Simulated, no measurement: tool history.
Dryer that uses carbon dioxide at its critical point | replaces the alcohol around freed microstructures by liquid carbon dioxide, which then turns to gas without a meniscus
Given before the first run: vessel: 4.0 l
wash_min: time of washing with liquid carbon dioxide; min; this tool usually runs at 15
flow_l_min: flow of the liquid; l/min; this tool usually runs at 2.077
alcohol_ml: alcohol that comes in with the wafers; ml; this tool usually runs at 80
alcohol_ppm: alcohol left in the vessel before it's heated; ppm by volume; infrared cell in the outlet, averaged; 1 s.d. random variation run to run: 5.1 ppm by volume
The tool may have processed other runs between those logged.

run	day	wash_min	flow_l_min	alcohol_ml	alcohol_ppm
1	0.000	15	2.077	80	171
2	0.488	15	2.077	80	177
# day 1.133: inlet filter changed
3	1.325	15	2.077	80	106
4	2.088	15	2.077	80	111
5	2.996	15	2.077	80	116
6	3.750	15	2.077	80	121
7	4.142	15	2.077	80	119
8	4.712	15	2.440	80	75
9	5.350	15	2.440	80	78
10	5.954	15	2.077	80	143
11	6.608	15	2.077	32	83
12	7.329	15	2.077	40	99
13	7.796	15	2.077	40	114
14	8.242	15	3.040	40	53
15	9.025	15	3.040	40	55
16	9.662	11	3.320	57	83
17	10.300	13	2.670	80	121
# day 10.404: inlet filter changed
18	11.079	16	2.670	68	48
19	12.017	18	2.670	26	46
20	12.442	18	2.670	26	54
21	13.358	18	2.670	26	47
22	13.925	18	2.670	26	55
23	14.529	18	2.670	26	56
24	15.129	18	2.670	26	50
25	15.671	18	2.670	26	53
26	16.362	15	2.077	42	111
27	17.279	18	2.350	70	60

Each row is a separate what-if for the run after 27, all from the same tool condition, not one after another. Results?
A	17.971	13	2.100	22	?
B	17.971	18	2.330	70	?
C	17.971	20	3.100	77	?
D	17.971	18	3.440	24	?

run	alcohol_ppm
A	112
B	76
C	56
D	60
The same runs, with their run-to-run variation unchanged, on a tool lacking any hidden condition would have given:
run	alcohol_ppm
A	33
B	14
C	5
D	8
